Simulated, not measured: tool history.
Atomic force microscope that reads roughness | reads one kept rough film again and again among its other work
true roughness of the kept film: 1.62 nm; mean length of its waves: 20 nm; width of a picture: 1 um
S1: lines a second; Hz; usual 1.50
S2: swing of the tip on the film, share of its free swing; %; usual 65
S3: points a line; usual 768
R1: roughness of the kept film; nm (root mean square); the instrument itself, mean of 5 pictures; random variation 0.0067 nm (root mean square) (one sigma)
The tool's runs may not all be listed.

run	hour	S1	S2	S3	R1
1	0.0	1.50	65	768	1.343
# hour 23.9: new tip fitted
2	46.1	1.03	65	768	1.349
# hour 94.1: new tip fitted
3	94.1	3.86	65	768	1.274
4	144.6	1.50	65	768	1.340
# hour 166.5: new tip fitted
5	169.6	1.50	58	768	1.360
6	206.9	1.50	58	768	1.367
# hour 238.9: new tip fitted
7	260.0	0.69	65	768	1.356
8	296.0	0.69	79	637	1.334
# hour 309.3: new tip fitted
9	321.6	0.64	55	296	1.357
10	373.3	0.64	55	296	1.330
# hour 380.2: new tip fitted
11	400.7	0.64	76	587	1.336
12	430.6	2.81	85	383	1.137
# hour 450.3: new tip fitted
13	472.6	1.62	58	502	1.340

4 ways to go on from here, each from the tool as it stands after run 13. What would each give?
A	500.1	1.23	89	638	?
B	500.1	1.62	69	339	?
C	500.1	0.87	63	572	?
D	500.1	1.25	58	502	?

run	R1
A	1.249
B	1.293
C	1.362
D	1.347
Without the tool's hidden state the same runs would have given:
run	R1
A	1.252
B	1.296
C	1.366
D	1.351

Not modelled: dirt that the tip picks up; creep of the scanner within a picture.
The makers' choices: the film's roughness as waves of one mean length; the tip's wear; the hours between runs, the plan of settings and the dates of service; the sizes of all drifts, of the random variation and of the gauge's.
